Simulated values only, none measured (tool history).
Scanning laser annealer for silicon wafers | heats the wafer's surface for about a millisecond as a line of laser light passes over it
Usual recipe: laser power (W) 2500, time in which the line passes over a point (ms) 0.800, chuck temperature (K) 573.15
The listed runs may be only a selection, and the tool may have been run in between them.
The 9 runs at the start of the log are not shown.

run    hour  laser power (W)  time in which the line passes over a point (ms)  chuck temperature (K)  highest temperature of the surface (K)
 10   383.0             2500                                            0.800                 573.15                                 1306.15
 11   419.8             2500                                            0.657                 573.15                                 1231.15
 12   451.2             2500                                            0.923                 573.15                                 1366.15
 13   507.8             2500                                            0.923                 573.15                                 1365.15
 14   535.1             2500                                            0.874                 573.15                                 1342.15
 15   586.6             2500                                            0.874                 573.15                                 1340.15
 16   620.2             2500                                            0.706                 573.15                                 1256.15
 17   650.1             2500                                            0.800                 573.15                                 1306.15
 18   692.2             2500                                            0.800                 573.15                                 1306.15
 19   751.3             2500                                            0.800                 573.15                                 1303.15
 20   799.8             2500                                            0.800                 573.15                                 1304.15
 21   841.3             2678                                            0.644                 571.15                                 1282.15
 22   893.5             2678                                            0.644                 571.15                                 1280.15
 23   933.7             2678                                            0.644                 571.15                                 1280.15
 24   975.6             2164                                            0.985                 563.15                                 1242.15
 25  1002.4             2164                                            0.985                 563.15                                 1243.15
 26  1043.4             2402                                            0.666                 555.15                                 1182.15
 27  1095.5             2402                                            0.840                 555.15                                 1269.15
 28  1153.9             2402                                            0.777                 599.15                                 1283.15
 29  1180.3             2402                                            0.777                 599.15                                 1283.15
 30  1228.9             2372                                            0.954                 587.15                                 1341.15

Run 31 comes next. What will it give?
 31  1288.0             2372                                            0.954                 587.15                                       ?

Run 31 came out at highest temperature of the surface (K) 1341.15.
The same run, on a tool lacking any hidden state, would have yielded highest temperature of the surface (K) 1342.15.
